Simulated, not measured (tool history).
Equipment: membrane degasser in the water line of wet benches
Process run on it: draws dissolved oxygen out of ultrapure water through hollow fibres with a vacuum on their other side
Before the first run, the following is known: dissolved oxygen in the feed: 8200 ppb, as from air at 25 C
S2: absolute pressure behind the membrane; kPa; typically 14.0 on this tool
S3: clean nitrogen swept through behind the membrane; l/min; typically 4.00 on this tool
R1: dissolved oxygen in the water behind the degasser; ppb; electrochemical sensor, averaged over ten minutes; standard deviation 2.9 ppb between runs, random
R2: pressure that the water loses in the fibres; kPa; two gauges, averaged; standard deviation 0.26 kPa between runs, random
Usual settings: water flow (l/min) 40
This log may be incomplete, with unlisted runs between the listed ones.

run 1 hour=0.0 | water_flow_(l/min)=40 S2=14.0 S3=4.00 | R1=301.1 R2=70.22
run 2 hour=98.6 | water_flow_(l/min)=40 S2=14.0 S3=4.00 | R1=301.9 R2=70.32
run 3 hour=212.6 | water_flow_(l/min)=40 S2=14.0 S3=4.00 | R1=302.7 R2=70.45
run 4 hour=321.6 | water_flow_(l/min)=38 S2=14.0 S3=4.00 | R1=284.8 R2=67.03
run 5 hour=484.1 | water_flow_(l/min)=40 S2=32.7 S3=4.00 | R1=708.9 R2=70.60
-- hour=526.6 vacuum gauge calibrated
run 6 hour=574.4 | water_flow_(l/min)=40 S2=14.0 S3=4.00 | R1=304.1 R2=70.26
run 7 hour=712.3 | water_flow_(l/min)=40 S2=14.0 S3=8.26 | R1=179.3 R2=71.03
run 8 hour=811.0 | water_flow_(l/min)=40 S2=31.3 S3=8.26 | R1=378.1 R2=70.86
run 9 hour=967.7 | water_flow_(l/min)=40 S2=31.3 S3=8.26 | R1=368.2 R2=71.14
-- hour=1044.0 vacuum gauge calibrated, once more
run 10 hour=1141.4 | water_flow_(l/min)=40 S2=31.3 S3=8.26 | R1=370.3 R2=71.46
run 11 hour=1226.4 | water_flow_(l/min)=40 S2=14.0 S3=4.00 | R1=299.1 R2=70.95
run 12 hour=1390.3 | water_flow_(l/min)=40 S2=14.0 S3=7.04 | R1=197.0 R2=71.37
run 13 hour=1555.6 | water_flow_(l/min)=40 S2=14.0 S3=7.04 | R1=200.1 R2=71.31
run 14 hour=1700.8 | water_flow_(l/min)=40 S2=14.0 S3=7.04 | R1=199.1 R2=71.89
run 15 hour=1839.4 | water_flow_(l/min)=40 S2=14.0 S3=7.04 | R1=198.6 R2=71.82
run 16 hour=1923.6 | water_flow_(l/min)=40 S2=14.0 S3=7.04 | R1=198.6 R2=71.69
run 17 hour=2017.3 | water_flow_(l/min)=32 S2=14.0 S3=9.25 | R1=120.3 R2=57.39
run 18 hour=2158.1 | water_flow_(l/min)=40 S2=15.9 S3=4.00 | R1=341.7 R2=71.67
-- hour=2239.2 seals of the vacuum lines changed
run 19 hour=2239.2 | water_flow_(l/min)=40 S2=29.0 S3=1.81 | R1=1154.5 R2=72.03
run 20 hour=2418.1 | water_flow_(l/min)=61 S2=14.1 S3=4.00 | R1=513.7 R2=109.82
run 21 hour=2549.4 | water_flow_(l/min)=43 S2=14.0 S3=4.00 | R1=329.6 R2=77.50
run 22 hour=2672.0 | water_flow_(l/min)=43 S2=32.6 S3=6.11 | R1=533.9 R2=77.53
run 23 hour=2854.4 | water_flow_(l/min)=43 S2=32.6 S3=6.11 | R1=540.6 R2=77.69
run 24 hour=3034.5 | water_flow_(l/min)=40 S2=31.6 S3=3.47 | R1=756.3 R2=72.38
run 25 hour=3147.3 | water_flow_(l/min)=40 S2=31.6 S3=3.47 | R1=770.0 R2=72.60
run 26 hour=3261.0 | water_flow_(l/min)=38 S2=10.5 S3=5.63 | R1=169.5 R2=69.02
run 27 hour=3369.0 | water_flow_(l/min)=38 S2=10.5 S3=5.63 | R1=172.5 R2=69.19
run 28 hour=3491.0 | water_flow_(l/min)=32 S2=15.8 S3=4.00 | R1=266.9 R2=58.80
run 29 hour=3638.0 | water_flow_(l/min)=32 S2=16.2 S3=4.00 | R1=277.1 R2=58.72
run 30 hour=3818.9 | water_flow_(l/min)=52 S2=16.2 S3=2.68 | R1=633.8 R2=95.76
run 31 hour=3971.4 | water_flow_(l/min)=40 S2=9.8 S3=5.14 | R1=181.3 R2=73.19
run 32 hour=4080.1 | water_flow_(l/min)=40 S2=9.8 S3=5.14 | R1=185.2 R2=73.32

Predict each of these 3 candidate next runs independently; none follows another, all start after run 32:
run A hour=4201.6 | water_flow_(l/min)=28 S2=18.2 S3=6.54 | R1=? R2=?
run B hour=4201.6 | water_flow_(l/min)=63 S2=28.5 S3=4.25 | R1=? R2=?
run C hour=4201.6 | water_flow_(l/min)=27 S2=32.0 S3=2.12 | R1=? R2=?

run=A R1=175.2 R2=51.86
run=B R1=936.0 R2=116.20
run=C R1=798.9 R2=49.52
Stripped of hidden state, with their random variation kept, the same runs would have yielded:
run=A R1=166.7 R2=49.19
run=B R1=901.3 R2=110.18
run=C R1=786.3 R2=46.96
